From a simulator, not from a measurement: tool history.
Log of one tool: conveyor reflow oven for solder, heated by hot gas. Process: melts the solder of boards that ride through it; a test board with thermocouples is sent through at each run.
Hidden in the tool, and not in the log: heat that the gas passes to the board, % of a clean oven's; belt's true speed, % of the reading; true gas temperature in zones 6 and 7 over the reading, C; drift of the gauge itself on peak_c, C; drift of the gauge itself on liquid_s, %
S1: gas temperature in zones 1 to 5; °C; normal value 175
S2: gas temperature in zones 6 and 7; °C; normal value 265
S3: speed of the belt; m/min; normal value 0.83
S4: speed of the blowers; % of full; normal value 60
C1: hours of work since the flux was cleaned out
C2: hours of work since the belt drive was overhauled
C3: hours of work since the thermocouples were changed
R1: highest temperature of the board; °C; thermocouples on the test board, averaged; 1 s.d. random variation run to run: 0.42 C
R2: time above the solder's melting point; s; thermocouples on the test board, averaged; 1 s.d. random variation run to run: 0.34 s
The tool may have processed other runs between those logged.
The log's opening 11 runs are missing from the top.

run,hour,S1,S2,S3,S4,C1,C2,C3,R1,R2
12,151.5,175,265,0.83,60,54,447,94,242,34.8
# hour 162.6: flux residue cleaned out of gas plates and filters, once more
13,171.8,185,265,0.83,60,6,456,103,246.8,43.2
14,187.6,185,265,0.83,88,15,466,112,253.1,48
15,206.5,185,265,0.83,88,26,477,124,251.7,47.4
16,215.8,185,265,0.83,88,32,483,129,251.8,47.2
17,227.4,185,265,0.83,88,39,490,136,251.9,47.7
18,238.2,183,265,0.723,90,45,496,143,255.5,56.9
19,247.6,175,265,0.74,52,51,502,148,245.7,44.3
20,256,175,265,0.74,52,56,507,153,245.4,44.1
21,274.7,175,265,0.74,52,67,518,164,246.6,43.6
22,288.8,173,277,0.83,60,76,526,173,253.5,43.1
23,306.6,183,277,0.662,65,86,537,184,264.1,64.7
24,324.6,175,265,0.856,60,97,548,194,242.3,35.3
25,333,185,259,0.83,85,102,553,199,246.1,43.6
26,347.2,190,265,0.739,61,111,561,208,250.1,54.3
27,364,190,265,0.739,61,121,571,218,249.7,53.3
28,371.9,175,265,0.83,79,125,576,223,247.7,41.6
29,390,175,265,0.83,79,136,587,233,248.3,42.3
30,408.7,175,265,0.83,79,147,598,245,248.3,41.9
31,428,188,278,0.668,69,159,610,256,265.2,67

Below are 3 alternative next runs, each starting from the tool's condition after run 31. Predict each:
A,437.6,188,274,0.911,67,165,615,262,?,?
B,437.6,175,265,0.699,60,165,615,262,?,?
C,437.6,188,268,0.913,84,165,615,262,?,?

run,R1,R2
A,252.2,42.6
B,248.6,50.6
C,250.6,42.4
With no hidden state in the tool, these same runs would have given:
run,R1,R2
A,254,42.9
B,250.1,50.9
C,252.5,42.7
